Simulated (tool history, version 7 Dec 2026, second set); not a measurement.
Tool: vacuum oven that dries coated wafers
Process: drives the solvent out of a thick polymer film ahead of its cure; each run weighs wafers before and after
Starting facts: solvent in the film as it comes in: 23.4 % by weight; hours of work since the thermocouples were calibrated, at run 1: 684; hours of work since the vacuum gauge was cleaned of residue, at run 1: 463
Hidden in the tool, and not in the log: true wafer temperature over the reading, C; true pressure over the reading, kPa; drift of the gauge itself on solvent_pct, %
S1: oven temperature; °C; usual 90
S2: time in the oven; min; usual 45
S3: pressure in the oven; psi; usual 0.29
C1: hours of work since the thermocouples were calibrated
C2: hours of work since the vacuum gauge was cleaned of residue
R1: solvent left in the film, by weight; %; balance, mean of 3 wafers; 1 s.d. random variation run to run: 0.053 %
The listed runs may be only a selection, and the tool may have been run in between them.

run	hour	S1	S2	S3	C1	C2	R1
1	0	90	45	0.29	684	463	1.87
2	23.4	90	45	0.268	702	480	1.83
3	71	90	45	0.29	737	516	1.91
4	94.7	90	45	0.29	755	534	1.85
5	118.4	90	22	0.29	773	551	5.17
6	153.8	90	22	0.29	799	578	5.18
7	205.6	90	59	0.29	838	616	1.32
# hour 212.7: oven's thermocouples calibrated
8	230.7	90	59	0.29	13	634	1.33
9	267	90	59	0.645	41	661	2.36
10	305.6	76	59	0.645	69	690	6.15
11	335.6	90	63	0.29	92	712	1.25
12	390.1	88	63	0.29	132	753	1.55
13	433.7	88	63	0.29	165	785	1.46
14	484.2	88	63	0.29	203	823	1.4
# hour 488.6: vacuum gauge cleaned of residue and calibrated
15	540.3	88	63	0.29	243	39	1.59
16	589.9	88	63	0.29	280	76	1.63
17	618.5	84	43	0.806	302	97	5.4
18	652	90	57	0.513	327	122	2.07
# hour 667.6: vacuum gauge cleaned of residue and calibrated, once more
19	705	90	57	0.513	365	28	1.98
20	735.5	90	57	0.513	388	51	2.03
21	761.2	90	57	0.513	407	70	1.89
22	790.6	90	57	0.513	429	92	1.96

What will run 23 give?
23	833.4	90	75	0.29	461	124	?

R1: 0.99 %
If the tool had no hidden condition, the same run with the same run-to-run variation would have returned R1 0.93 %.

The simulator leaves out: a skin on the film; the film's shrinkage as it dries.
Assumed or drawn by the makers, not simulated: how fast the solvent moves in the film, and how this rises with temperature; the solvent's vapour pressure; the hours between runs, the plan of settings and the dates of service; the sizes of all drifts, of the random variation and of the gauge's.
